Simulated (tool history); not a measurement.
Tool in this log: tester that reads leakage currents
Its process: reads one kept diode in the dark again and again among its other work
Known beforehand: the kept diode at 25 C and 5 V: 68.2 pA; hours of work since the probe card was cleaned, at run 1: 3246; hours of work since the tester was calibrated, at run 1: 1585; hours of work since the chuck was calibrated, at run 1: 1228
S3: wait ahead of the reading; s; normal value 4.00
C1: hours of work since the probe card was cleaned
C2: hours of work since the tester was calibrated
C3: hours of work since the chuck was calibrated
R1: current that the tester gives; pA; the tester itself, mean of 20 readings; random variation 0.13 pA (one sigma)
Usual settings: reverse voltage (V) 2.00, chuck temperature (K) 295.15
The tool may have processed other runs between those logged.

{"run": 1, "hour": 0.0, "reverse voltage (V)": 2.0, "chuck temperature (K)": 295.15, "S3": 4.0, "C1": 3246, "C2": 1585, "C3": 1228, "R1": 48.21}
{"run": 2, "hour": 172.5, "reverse voltage (V)": 2.0, "chuck temperature (K)": 295.15, "S3": 4.0, "C1": 3324, "C2": 1663, "C3": 1307, "R1": 48.53}
{"run": 3, "hour": 295.5, "reverse voltage (V)": 1.07, "chuck temperature (K)": 295.15, "S3": 4.0, "C1": 3380, "C2": 1719, "C3": 1362, "R1": 38.91}
{"hour": 350.1, "done": "chuck's temperature calibrated"}
{"run": 4, "hour": 447.9, "reverse voltage (V)": 2.0, "chuck temperature (K)": 295.15, "S3": 0.81, "C1": 3449, "C2": 1787, "C3": 44, "R1": 42.1}
{"run": 5, "hour": 603.2, "reverse voltage (V)": 2.0, "chuck temperature (K)": 295.15, "S3": 4.0, "C1": 3519, "C2": 1858, "C3": 115, "R1": 41.98}
{"run": 6, "hour": 743.7, "reverse voltage (V)": 2.0, "chuck temperature (K)": 295.15, "S3": 4.0, "C1": 3583, "C2": 1921, "C3": 179, "R1": 42.53}
{"run": 7, "hour": 838.3, "reverse voltage (V)": 2.0, "chuck temperature (K)": 295.15, "S3": 4.0, "C1": 3626, "C2": 1964, "C3": 221, "R1": 42.91}
{"run": 8, "hour": 1023.7, "reverse voltage (V)": 2.0, "chuck temperature (K)": 295.15, "S3": 4.0, "C1": 3710, "C2": 2049, "C3": 306, "R1": 43.2}
{"hour": 1073.2, "done": "probe card cleaned and baked"}
{"run": 9, "hour": 1168.5, "reverse voltage (V)": 2.0, "chuck temperature (K)": 295.15, "S3": 4.0, "C1": 43, "C2": 2113, "C3": 370, "R1": 41.69}
{"run": 10, "hour": 1332.5, "reverse voltage (V)": 2.0, "chuck temperature (K)": 295.15, "S3": 4.0, "C1": 118, "C2": 2187, "C3": 444, "R1": 42.31}
{"run": 11, "hour": 1424.6, "reverse voltage (V)": 2.0, "chuck temperature (K)": 295.15, "S3": 4.0, "C1": 159, "C2": 2229, "C3": 486, "R1": 42.29}
{"run": 12, "hour": 1549.0, "reverse voltage (V)": 2.0, "chuck temperature (K)": 295.15, "S3": 4.0, "C1": 216, "C2": 2285, "C3": 543, "R1": 42.92}
{"run": 13, "hour": 1652.2, "reverse voltage (V)": 2.0, "chuck temperature (K)": 295.15, "S3": 2.17, "C1": 263, "C2": 2332, "C3": 589, "R1": 43.4}
{"run": 14, "hour": 1812.6, "reverse voltage (V)": 2.0, "chuck temperature (K)": 295.15, "S3": 2.17, "C1": 335, "C2": 2405, "C3": 662, "R1": 43.39}
{"run": 15, "hour": 1909.4, "reverse voltage (V)": 2.0, "chuck temperature (K)": 295.15, "S3": 2.17, "C1": 379, "C2": 2449, "C3": 706, "R1": 44.1}
{"run": 16, "hour": 2076.7, "reverse voltage (V)": 16.74, "chuck temperature (K)": 298.15, "S3": 1.38, "C1": 455, "C2": 2525, "C3": 782, "R1": 122.57}
{"run": 17, "hour": 2184.8, "reverse voltage (V)": 1.03, "chuck temperature (K)": 297.15, "S3": 1.97, "C1": 504, "C2": 2574, "C3": 831, "R1": 40.94}
{"run": 18, "hour": 2353.5, "reverse voltage (V)": 1.03, "chuck temperature (K)": 297.15, "S3": 1.97, "C1": 581, "C2": 2650, "C3": 908, "R1": 41.27}
{"hour": 2410.5, "done": "tester calibrated"}
{"run": 19, "hour": 2516.8, "reverse voltage (V)": 2.0, "chuck temperature (K)": 294.15, "S3": 4.0, "C1": 654, "C2": 48, "C3": 981, "R1": 41.36}
{"run": 20, "hour": 2724.2, "reverse voltage (V)": 13.76, "chuck temperature (K)": 306.15, "S3": 0.59, "C1": 748, "C2": 142, "C3": 1075, "R1": 208.84}
{"run": 21, "hour": 2829.7, "reverse voltage (V)": 1.78, "chuck temperature (K)": 307.15, "S3": 0.59, "C1": 796, "C2": 190, "C3": 1123, "R1": 104.66}
{"run": 22, "hour": 2936.8, "reverse voltage (V)": 2.37, "chuck temperature (K)": 300.15, "S3": 1.8, "C1": 845, "C2": 239, "C3": 1171, "R1": 70.9}

Run 23 has not been measured yet. What should we expect?
{"run": 23, "hour": 3079.7, "reverse voltage (V)": 12.51, "chuck temperature (K)": 310.15, "S3": 0.33, "C1": 909, "C2": 304, "C3": 1236, "R1": "?"}

{"run 23": {"R1": 273.66}}
Were there no unlogged condition in the tool, this run, its random variation unchanged, would have produced R1 237.54 pA.

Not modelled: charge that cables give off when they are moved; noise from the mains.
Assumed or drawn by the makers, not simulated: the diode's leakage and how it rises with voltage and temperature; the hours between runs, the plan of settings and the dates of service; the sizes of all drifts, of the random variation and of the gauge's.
